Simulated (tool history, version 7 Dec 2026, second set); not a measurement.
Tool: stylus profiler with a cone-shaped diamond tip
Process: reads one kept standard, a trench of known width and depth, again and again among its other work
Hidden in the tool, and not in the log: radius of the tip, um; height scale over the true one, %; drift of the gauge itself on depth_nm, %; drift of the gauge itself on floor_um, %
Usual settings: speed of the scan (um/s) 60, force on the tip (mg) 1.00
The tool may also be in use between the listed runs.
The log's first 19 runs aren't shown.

run,day,speed of the scan (um/s),force on the tip (mg),scans with this tip,hours of work since the height scale was calibrated,depth of the trench (Å),width of the trench's floor (µm)
20,18.454,65,1.00,5687,387,1005.9,48.31
21,19.150,26,1.86,5828,397,1007.7,48.55
22,20.458,38,1.03,6093,415,1003.9,48.48
23,21.754,38,1.03,6355,432,1004.9,48.43
24,22.367,27,0.38,6478,441,998.6,48.37
25,23.225,44,2.43,6652,453,1007.1,48.50
26,23.775,110,0.36,6763,460,999.6,47.75
27,24.646,110,0.36,6939,472,1001.0,47.76
28,25.875,110,0.36,7188,489,1000.6,47.71
29,26.571,110,0.67,7328,499,1001.8,47.91
30,27.346,17,0.59,7485,509,1003.3,48.52
31,28.208,112,0.35,7660,521,1000.7,47.70
32,29.488,40,0.41,7918,539,1000.9,48.35
33,30.788,183,1.00,8181,557,1002.2,47.73
34,31.921,183,1.00,8410,572,1002.9,47.75
35,33.192,72,2.35,8667,590,1007.2,48.34
36,34.158,72,2.35,8863,603,1006.7,48.34
37,35.471,54,1.85,9128,621,1005.6,48.35
38,36.050,92,2.65,9245,629,1008.3,48.27
39,36.808,41,0.38,9398,639,998.4,48.19

4 ways to go on from here, each from the tool as it stands after run 39. What would each give?
A,37.858,225,1.26,9610,654,?,?
B,37.858,94,1.88,9610,654,?,?
C,37.858,63,0.42,9610,654,?,?
D,37.858,228,0.35,9610,654,?,?

run,depth of the trench (Å),width of the trench's floor (µm)
A,1002.7,47.49
B,1006.6,48.20
C,1000.5,48.08
D,1000.5,46.69
Without the tool's hidden state the same runs would have given:
run,depth of the trench (Å),width of the trench's floor (µm)
A,1005.6,47.71
B,1009.5,48.41
C,1003.4,48.30
D,1003.5,46.90
